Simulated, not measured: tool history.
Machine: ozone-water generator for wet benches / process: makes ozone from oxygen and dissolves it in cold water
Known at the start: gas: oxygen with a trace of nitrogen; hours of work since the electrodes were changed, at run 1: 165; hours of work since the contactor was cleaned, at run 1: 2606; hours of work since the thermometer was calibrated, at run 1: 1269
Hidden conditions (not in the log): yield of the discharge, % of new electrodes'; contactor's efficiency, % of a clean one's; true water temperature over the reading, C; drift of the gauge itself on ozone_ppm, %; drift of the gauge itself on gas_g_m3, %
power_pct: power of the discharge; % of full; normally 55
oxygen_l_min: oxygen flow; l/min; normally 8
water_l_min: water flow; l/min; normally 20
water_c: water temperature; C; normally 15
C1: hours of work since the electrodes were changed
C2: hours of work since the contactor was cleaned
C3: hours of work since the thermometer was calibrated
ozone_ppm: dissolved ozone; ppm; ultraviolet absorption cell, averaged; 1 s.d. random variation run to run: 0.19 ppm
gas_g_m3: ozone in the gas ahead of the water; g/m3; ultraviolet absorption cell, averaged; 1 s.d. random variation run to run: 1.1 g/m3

Run 1, day 0: usual settings; C1 165; C2 2606; C3 1269. Result: ozone_ppm 27.1 ppm, gas_g_m3 184.6 g/m3.
Run 2, day 0.954: usual settings; C1 187; C2 2628; C3 1290. Result: ozone_ppm 27.1 ppm, gas_g_m3 184.2 g/m3.
Run 3, day 2.317: usual settings but water_c 10 C; C1 218; C2 2658; C3 1321. Result: ozone_ppm 29.6 ppm, gas_g_m3 183.2 g/m3.
Run 4, day 3.75: usual settings but water_c 10 C; C1 250; C2 2691; C3 1353. Result: ozone_ppm 29 ppm, gas_g_m3 184.5 g/m3.
Run 5, day 4.571: usual settings but water_c 20 C; C1 268; C2 2709; C3 1372. Result: ozone_ppm 24.8 ppm, gas_g_m3 184.9 g/m3.
Run 6, day 6.021: usual settings but water_c 20 C; C1 301; C2 2742; C3 1404. Result: ozone_ppm 24.1 ppm, gas_g_m3 183.4 g/m3.
Run 7, day 7.392: usual settings; C1 332; C2 2773; C3 1435. Result: ozone_ppm 26.7 ppm, gas_g_m3 182.7 g/m3.
Run 8, day 8.283: usual settings; C1 352; C2 2793; C3 1455. Result: ozone_ppm 26.7 ppm, gas_g_m3 183.8 g/m3.
Run 9, day 9.558: usual settings; C1 381; C2 2821; C3 1484. Result: ozone_ppm 26.8 ppm, gas_g_m3 183.6 g/m3.
Run 10, day 10.633: usual settings; C1 405; C2 2846; C3 1508. Result: ozone_ppm 26.6 ppm, gas_g_m3 183.6 g/m3.
Run 11, day 11.533: usual settings; C1 425; C2 2866; C3 1528. Result: ozone_ppm 26.7 ppm, gas_g_m3 182.1 g/m3.
Run 12, day 12.25: usual settings; C1 441; C2 2882; C3 1545. Result: ozone_ppm 26.7 ppm, gas_g_m3 182.3 g/m3.
Run 13, day 13.133: usual settings; C1 461; C2 2902; C3 1564. Result: ozone_ppm 26.7 ppm, gas_g_m3 182.2 g/m3.
Run 14, day 13.95: usual settings; C1 480; C2 2920; C3 1583. Result: ozone_ppm 26.4 ppm, gas_g_m3 183.7 g/m3.
Run 15, day 15.092: usual settings but water_c 16 C; C1 505; C2 2946; C3 1609. Result: ozone_ppm 26.4 ppm, gas_g_m3 179.8 g/m3.
Run 16, day 15.758: usual settings but water_c 16 C; C1 520; C2 2961; C3 1624. Result: ozone_ppm 26.3 ppm, gas_g_m3 181.4 g/m3.
Run 17, day 16.708: usual settings but power_pct 53 % of full; C1 542; C2 2983; C3 1645. Result: ozone_ppm 26.1 ppm, gas_g_m3 177 g/m3.
Run 18, day 18.167: usual settings but power_pct 53 % of full; C1 575; C2 3015; C3 1678. Result: ozone_ppm 26.1 ppm, gas_g_m3 177.4 g/m3.
Run 19, day 19.288: usual settings but power_pct 66 % of full, oxygen_l_min 8.22 l/min, water_l_min 13 l/min, water_c 12 C; C1 600; C2 3041; C3 1703. Result: ozone_ppm 41.8 ppm, gas_g_m3 201.7 g/m3.
Run 20, day 20.05: usual settings but power_pct 75 % of full, water_l_min 22 l/min, water_c 19 C; C1 617; C2 3058; C3 1720. Result: ozone_ppm 28 ppm, gas_g_m3 223.8 g/m3.
Run 21, day 20.842: usual settings but power_pct 61 % of full, water_c 14 C; C1 635; C2 3076; C3 1738. Result: ozone_ppm 29.1 ppm, gas_g_m3 193.9 g/m3.
Run 22, day 21.583: usual settings but power_pct 96 % of full, oxygen_l_min 6.11 l/min, water_l_min 19 l/min, water_c 18 C; C1 652; C2 3092; C3 1755. Result: ozone_ppm 40 ppm, gas_g_m3 314.6 g/m3.
Run 23, day 23.038: usual settings but power_pct 59 % of full, oxygen_l_min 7.24 l/min, water_l_min 28 l/min, water_c 8 C; C1 684; C2 3125; C3 1788. Result: ozone_ppm 23.1 ppm, gas_g_m3 204.3 g/m3.
Run 24, day 24.021: usual settings but power_pct 59 % of full, oxygen_l_min 9.99 l/min, water_l_min 14 l/min; C1 707; C2 3147; C3 1810. Result: ozone_ppm 33.1 ppm, gas_g_m3 161.7 g/m3.
Run 25, day 24.917: usual settings but power_pct 59 % of full, oxygen_l_min 9.99 l/min, water_l_min 14 l/min; C1 727; C2 3168; C3 1830. Result: ozone_ppm 32.9 ppm, gas_g_m3 165.4 g/m3.
Run 26, day 26.142: usual settings but power_pct 87 % of full, oxygen_l_min 7.4 l/min, water_l_min 14 l/min; C1 754; C2 3195; C3 1858. Result: ozone_ppm 46.4 ppm, gas_g_m3 258 g/m3.
Run 27, day 27.4: usual settings but power_pct 72 % of full, oxygen_l_min 7.4 l/min, water_l_min 14 l/min, water_c 10 C; C1 783; C2 3223; C3 1886. Result: ozone_ppm 44.3 ppm, gas_g_m3 228.1 g/m3.
Run 28, day 28.325: usual settings but power_pct 72 % of full, oxygen_l_min 7.4 l/min, water_l_min 14 l/min, water_c 10 C; C1 804; C2 3244; C3 1907. Result: ozone_ppm 45.1 ppm, gas_g_m3 228.7 g/m3.
Run 29, day 29.342: usual settings but power_pct 72 % of full, oxygen_l_min 7.4 l/min, water_l_min 14 l/min, water_c 10 C; C1 826; C2 3267; C3 1930. Result: ozone_ppm 44.4 ppm, gas_g_m3 229.3 g/m3.
Run 30, day 30.642: usual settings but power_pct 50 % of full, water_c 7 C; C1 856; C2 3297; C3 1959. Result: ozone_ppm 28.2 ppm, gas_g_m3 169.1 g/m3.
Run 31, day 32.05: usual settings but oxygen_l_min 5.07 l/min; C1 887; C2 3328; C3 1991. Result: ozone_ppm 28.2 ppm, gas_g_m3 243.8 g/m3.
Run 32, day 33.504: usual settings but power_pct 73 % of full, oxygen_l_min 5.07 l/min, water_l_min 21 l/min; C1 920; C2 3361; C3 2023. Result: ozone_ppm 32.4 ppm, gas_g_m3 293.3 g/m3.
Run 33, day 34.179: usual settings but power_pct 73 % of full, oxygen_l_min 13.83 l/min, water_l_min 21 l/min; C1 935; C2 3376; C3 2039. Result: ozone_ppm 26.4 ppm, gas_g_m3 150.1 g/m3.
Run 34, day 35.488: usual settings but power_pct 86 % of full, oxygen_l_min 10 l/min, water_l_min 17 l/min; C1 965; C2 3406; C3 2068. Result: ozone_ppm 37.2 ppm, gas_g_m3 209.4 g/m3.

Branching from run 34: 3 alternative next runs. What would each branch give?
Run A, day 36.442: usual settings but water_l_min 13 l/min; C1 987; C2 3427; C3 2090. Result: ozone_ppm ?, gas_g_m3 ?.
Run B, day 36.442: usual settings but power_pct 41 % of full, oxygen_l_min 8.22 l/min, water_l_min 17 l/min, water_c 8 C; C1 987; C2 3427; C3 2090. Result: ozone_ppm ?, gas_g_m3 ?.
Run C, day 36.442: usual settings but oxygen_l_min 4.76 l/min, water_l_min 26 l/min, water_c 8 C; C1 987; C2 3427; C3 2090. Result: ozone_ppm ?, gas_g_m3 ?.

run  ozone_ppm  gas_g_m3
  A       34.7     180.1
  B       27.2     145.4
  C       23.4     253.2
Without the tool's unlogged condition, the same runs would have read:
run  ozone_ppm  gas_g_m3
  A       36.6     185.8
  B       28.6     148.9
  C       24.9     261.3

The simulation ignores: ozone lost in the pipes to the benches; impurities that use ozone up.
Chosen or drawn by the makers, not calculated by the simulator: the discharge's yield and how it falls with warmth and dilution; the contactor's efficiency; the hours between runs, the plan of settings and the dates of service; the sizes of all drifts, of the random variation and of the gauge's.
